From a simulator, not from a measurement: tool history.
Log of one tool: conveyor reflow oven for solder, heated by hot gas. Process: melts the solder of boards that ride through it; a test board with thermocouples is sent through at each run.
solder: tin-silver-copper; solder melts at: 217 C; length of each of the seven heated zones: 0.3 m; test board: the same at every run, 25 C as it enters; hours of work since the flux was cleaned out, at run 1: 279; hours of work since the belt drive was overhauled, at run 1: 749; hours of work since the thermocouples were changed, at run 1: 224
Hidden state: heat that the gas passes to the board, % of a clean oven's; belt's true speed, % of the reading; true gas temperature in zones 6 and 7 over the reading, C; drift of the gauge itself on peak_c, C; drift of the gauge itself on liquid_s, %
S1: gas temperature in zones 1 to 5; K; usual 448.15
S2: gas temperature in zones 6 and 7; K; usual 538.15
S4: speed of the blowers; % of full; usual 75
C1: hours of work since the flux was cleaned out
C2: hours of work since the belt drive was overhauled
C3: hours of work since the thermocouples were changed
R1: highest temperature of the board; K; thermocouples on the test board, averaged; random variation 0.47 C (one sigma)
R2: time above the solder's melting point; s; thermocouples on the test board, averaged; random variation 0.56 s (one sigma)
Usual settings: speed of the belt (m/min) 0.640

run 1 hour=0.0 | S1=448.15 S2=538.15 speed_of_the_belt_(m/min)=0.640 S4=75 | C1=279 C2=749 C3=224 | R1=523.35 R2=41.5
run 2 hour=9.2 | S1=448.15 S2=538.15 speed_of_the_belt_(m/min)=0.640 S4=75 | C1=283 C2=753 C3=228 | R1=524.05 R2=42.6
run 3 hour=22.6 | S1=435.15 S2=538.15 speed_of_the_belt_(m/min)=0.640 S4=75 | C1=288 C2=759 C3=233 | R1=520.95 R2=37.7
run 4 hour=36.7 | S1=435.15 S2=538.15 speed_of_the_belt_(m/min)=0.640 S4=75 | C1=294 C2=765 C3=239 | R1=521.65 R2=37.1
run 5 hour=50.3 | S1=435.15 S2=538.15 speed_of_the_belt_(m/min)=0.640 S4=75 | C1=300 C2=770 C3=245 | R1=521.55 R2=37.5
-- hour=56.8 flux residue cleaned out of gas plates and filters
run 6 hour=71.3 | S1=448.15 S2=538.15 speed_of_the_belt_(m/min)=0.533 S4=53 | C1=6 C2=777 C3=251 | R1=522.65 R2=50.5
run 7 hour=81.6 | S1=448.15 S2=538.15 speed_of_the_belt_(m/min)=0.640 S4=88 | C1=10 C2=781 C3=256 | R1=525.25 R2=42.0
run 8 hour=94.4 | S1=455.15 S2=538.15 speed_of_the_belt_(m/min)=0.640 S4=88 | C1=15 C2=786 C3=261 | R1=526.05 R2=45.0
run 9 hour=111.7 | S1=434.15 S2=538.15 speed_of_the_belt_(m/min)=0.640 S4=75 | C1=23 C2=793 C3=268 | R1=519.25 R2=36.9
-- hour=129.0 flux residue cleaned out of gas plates and filters, once more
run 10 hour=134.9 | S1=446.15 S2=538.15 speed_of_the_belt_(m/min)=0.542 S4=75 | C1=2 C2=801 C3=275 | R1=528.85 R2=54.7

5 ways to go on from here, each from the tool as it stands after run 10. What would each give?
run A hour=147.4 | S1=446.15 S2=538.15 speed_of_the_belt_(m/min)=0.542 S4=61 | C1=8 C2=806 C3=281 | R1=? R2=?
run B hour=147.4 | S1=437.15 S2=538.15 speed_of_the_belt_(m/min)=0.541 S4=54 | C1=8 C2=806 C3=281 | R1=? R2=?
run C hour=147.4 | S1=460.15 S2=538.15 speed_of_the_belt_(m/min)=0.640 S4=75 | C1=8 C2=806 C3=281 | R1=? R2=?
run D hour=147.4 | S1=452.15 S2=538.15 speed_of_the_belt_(m/min)=0.640 S4=60 | C1=8 C2=806 C3=281 | R1=? R2=?
run E hour=147.4 | S1=454.15 S2=546.15 speed_of_the_belt_(m/min)=0.640 S4=61 | C1=8 C2=806 C3=281 | R1=? R2=?

run=A R1=525.75 R2=51.9
run=B R1=523.45 R2=47.8
run=C R1=526.95 R2=47.3
run=D R1=522.25 R2=42.7
run=E R1=529.95 R2=47.8
Without the tool's hidden state the same runs would have given:
run=A R1=526.25 R2=51.4
run=B R1=523.85 R2=47.4
run=C R1=527.45 R2=46.9
run=D R1=522.65 R2=42.3
run=E R1=530.35 R2=47.4

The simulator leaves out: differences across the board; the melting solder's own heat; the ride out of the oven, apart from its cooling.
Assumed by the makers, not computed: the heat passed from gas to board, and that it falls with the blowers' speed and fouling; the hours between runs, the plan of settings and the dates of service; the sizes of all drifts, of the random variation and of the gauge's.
